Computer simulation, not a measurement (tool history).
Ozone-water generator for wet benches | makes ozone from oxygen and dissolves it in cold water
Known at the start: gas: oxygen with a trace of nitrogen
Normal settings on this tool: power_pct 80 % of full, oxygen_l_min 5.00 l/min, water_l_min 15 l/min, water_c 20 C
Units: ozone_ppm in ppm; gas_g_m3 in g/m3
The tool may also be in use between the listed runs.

run    hour  power_pct  oxygen_l_min  water_l_min  water_c  ozone_ppm  gas_g_m3
  1     0.0         80          5.00           15       20       24.2     180.8
  2    61.8         80          5.00           15       20       24.2     178.9
  3   168.1         80          6.23           15       20       23.0     156.8
  4   222.3         80          5.00           15       25       21.9     177.1
  5   304.5         80          5.00           17       25       19.9     176.9
  6   383.9         80          5.00           15       20       23.4     177.0
  7   488.0         80          5.00           15       27       20.6     176.9
  8   563.4         80          5.00           15       27       20.3     174.5
  9   618.0         80          6.34           13       27       21.2     152.0
 10   676.2         80          5.00           15       18       24.0     177.3
 11   765.3         80          5.00           15       18       23.9     174.5
 12   829.4         80          5.00           15       18       24.0     175.5
 13   895.8         80          5.00           15       18       24.1     173.5
 14  1015.2         80          5.00           10       20       29.2     174.2

Run 15 comes next. What will it give?
 15  1066.2         80          3.09           15       28          ?         ?

{"run 15": {"ozone_ppm": 21.1, "gas_g_m3": 232.4}}
If the tool had no hidden condition, the same run with the same run-to-run variation would have returned ozone_ppm 24.4 ppm, gas_g_m3 262.5 g/m3.
